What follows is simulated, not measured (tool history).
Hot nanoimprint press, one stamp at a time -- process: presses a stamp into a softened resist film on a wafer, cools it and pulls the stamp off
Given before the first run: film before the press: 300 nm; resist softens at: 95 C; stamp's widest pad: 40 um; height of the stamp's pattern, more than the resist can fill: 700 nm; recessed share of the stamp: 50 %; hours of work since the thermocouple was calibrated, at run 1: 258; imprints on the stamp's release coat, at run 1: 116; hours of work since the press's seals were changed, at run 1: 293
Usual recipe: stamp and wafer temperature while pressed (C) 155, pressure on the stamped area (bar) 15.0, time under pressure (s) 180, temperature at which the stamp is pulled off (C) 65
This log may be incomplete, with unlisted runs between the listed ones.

run,hour,stamp and wafer temperature while pressed (C),pressure on the stamped area (bar),time under pressure (s),temperature at which the stamp is pulled off (C),hours of work since the thermocouple was calibrated,imprints on the stamp's release coat,hours of work since the press's seals were changed,resist left under the stamp's widest pad (angstrom),greatest force while the stamp is pulled off (N)
1,0.0,155,15.0,180,65,258,116,293,1443,195
2,14.5,155,15.0,180,69,265,162,299,1444,181
3,25.2,155,15.0,180,58,269,196,303,1441,232
4,47.3,155,15.0,102,65,279,265,313,1713,207
5,58.7,155,15.0,180,65,284,301,318,1421,208
6,81.6,155,19.1,180,65,293,374,328,1245,208
7,96.5,155,19.1,180,65,300,420,334,1250,208
8,117.9,155,19.1,180,65,309,488,343,1259,205
9,134.7,155,19.1,180,65,316,541,350,1243,212
10,145.4,155,19.1,180,65,321,575,355,1243,210
11,163.8,155,19.1,180,65,328,632,363,1246,219
12,175.7,155,19.1,180,65,334,670,368,1246,221
# hour 180.4: plate thermocouple calibrated
13,195.4,155,15.0,128,71,6,723,375,1516,190
14,215.4,155,23.8,180,71,15,786,384,1041,187
15,238.9,155,20.5,180,62,25,860,394,1128,234
16,251.0,147,11.8,162,52,30,898,399,2164,282
17,265.2,147,11.8,319,72,36,943,405,1848,181
18,287.3,146,11.8,319,72,46,1013,414,1906,202
# hour 291.7: plate thermocouple calibrated, once more
19,307.0,146,11.8,319,72,7,1065,422,2127,204
20,318.0,146,11.8,319,72,11,1100,426,2139,205

Consider 5 possible next runs. They are alternatives, not a sequence: every one starts from the tool as it was left by run 20. What does each give?
A,329.0,160,11.8,319,72,16,1135,431,?,?
B,329.0,155,17.5,180,69,16,1135,431,?,?
C,329.0,160,15.0,297,65,16,1135,431,?,?
D,329.0,146,11.8,229,72,16,1135,431,?,?
E,329.0,155,15.0,180,55,16,1135,431,?,?

run,resist left under the stamp's widest pad (angstrom),greatest force while the stamp is pulled off (N)
A,1137,211
B,1397,220
C,1016,245
D,2251,204
E,1528,295
With no hidden state in the tool, these same runs would have given:
run,resist left under the stamp's widest pad (angstrom),greatest force while the stamp is pulled off (N)
A,1134,175
B,1386,183
C,1009,203
D,2249,170
E,1520,244
